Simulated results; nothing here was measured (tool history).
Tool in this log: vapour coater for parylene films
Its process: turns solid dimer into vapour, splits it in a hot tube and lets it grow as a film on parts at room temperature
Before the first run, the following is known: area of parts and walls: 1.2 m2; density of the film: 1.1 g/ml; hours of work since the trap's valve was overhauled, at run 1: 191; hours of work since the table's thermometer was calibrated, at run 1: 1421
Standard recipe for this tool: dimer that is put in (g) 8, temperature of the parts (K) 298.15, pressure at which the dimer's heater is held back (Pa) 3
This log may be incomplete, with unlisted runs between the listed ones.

run    hour  dimer that is put in (g)  temperature of the parts (K)  pressure at which the dimer's heater is held back (Pa)  hours of work since the trap's valve was overhauled  hours of work since the table's thermometer was calibrated  thickness of the film (um)
  1       0                         8                        298.15                                                       3                                                  191                                                        1421                         4.2
  2    48.3                         8                        298.15                                                       3                                                  213                                                        1443                        4.17
  3    95.2                         8                        298.15                                                       3                                                  235                                                        1465                        4.18
  4   167.3                         8                        298.15                                                     2.6                                                  268                                                        1498                         4.3
  5   226.2                         8                        298.15                                                       3                                                  295                                                        1525                        4.17
  6     309                         8                        298.15                                                       3                                                  334                                                        1564                        4.17
      325.4  -- trap's valve overhauled
  7   370.6                         8                        298.15                                                       3                                                   21                                                        1590                        4.19
  8   442.1                         8                        298.15                                                       3                                                   54                                                        1623                        4.17
  9   512.3                         8                        298.15                                                       3                                                   86                                                        1656                        4.19
 10   561.7                         8                        298.15                                                    7.82                                                  109                                                        1679                         3.4
 11   613.1                         8                        298.15                                                    7.82                                                  133                                                        1702                        3.37
 12   686.1                         8                        298.15                                                    7.82                                                  167                                                        1736                        3.39
 13   765.5                         8                        298.15                                                    7.82                                                  203                                                        1773                        3.39
 14   821.4                         8                        292.15                                                       3                                                  229                                                        1799                        5.08
 15   863.5                         8                        292.15                                                       3                                                  249                                                        1818                        5.13
 16   927.6                         3                        298.15                                                       3                                                  278                                                        1848                        1.55
 17   969.2                         4                        298.15                                                       3                                                  298                                                        1867                        2.08
 18  1044.8                         4                        298.15                                                       3                                                  333                                                        1902                        2.07
       1062  -- trap's valve overhauled
 19  1113.5                         4                        298.15                                                       3                                                   24                                                        1932                        2.07
 20    1152                         4                        298.15                                                       3                                                   42                                                        1950                        2.08
 21  1216.2                         4                        291.15                                                    5.69                                                   71                                                        1979                         2.3
 22  1264.2                         4                        298.15                                                    5.69                                                   93                                                        2001                        1.82
 23  1317.7                         3                        299.15                                                    3.31                                                  118                                                        2026                        1.47
 24  1365.9                         7                        298.15                                                    2.95                                                  140                                                        2048                        3.63
 25  1410.5                         5                        309.15                                                    9.94                                                  161                                                        2069                        1.37
 26  1456.4                         3                        294.15                                                   10.31                                                  182                                                        2090                        1.38
 27  1531.8                        11                        298.15                                                     4.8                                                  217                                                        2125                        5.17
 28  1585.3                         4                        303.15                                                       3                                                  242                                                        2150                        1.75
 29    1662                         4                        303.15                                                       3                                                  277                                                        2185                        1.73
 30  1744.6                         6                        303.15                                                    2.98                                                  315                                                        2224                        2.62
 31  1783.2                        13                        298.15                                                    2.42                                                  333                                                        2241                        6.95
     1798.1  -- trap's valve overhauled
 32  1853.4                         8                        307.15                                                       3                                                   26                                                        2272                        3.03
 33  1893.8                         8                        309.15                                                    6.37                                                   44                                                        2291                         2.4

What if the next run were any one of these 4? Each begins from the tool's condition after run 33:
  A  1965                         3                        292.15                                                    5.05                                                   77                                                        2324                           ?
  B  1965                         4                        305.15                                                    3.04                                                   77                                                        2324                           ?
  C  1965                         4                        293.15                                                     2.8                                                   77                                                        2324                           ?
  D  1965                         8                        298.15                                                       3                                                   77                                                        2324                           ?

run  thickness of the film (um)
  A                        1.69
  B                        1.63
  C                        2.48
  D                        4.12
Take away the tool's hidden state, keep each run's random variation, and the runs would have read:
run  thickness of the film (um)
  A                        1.72
  B                        1.66
  C                        2.53
  D                        4.21

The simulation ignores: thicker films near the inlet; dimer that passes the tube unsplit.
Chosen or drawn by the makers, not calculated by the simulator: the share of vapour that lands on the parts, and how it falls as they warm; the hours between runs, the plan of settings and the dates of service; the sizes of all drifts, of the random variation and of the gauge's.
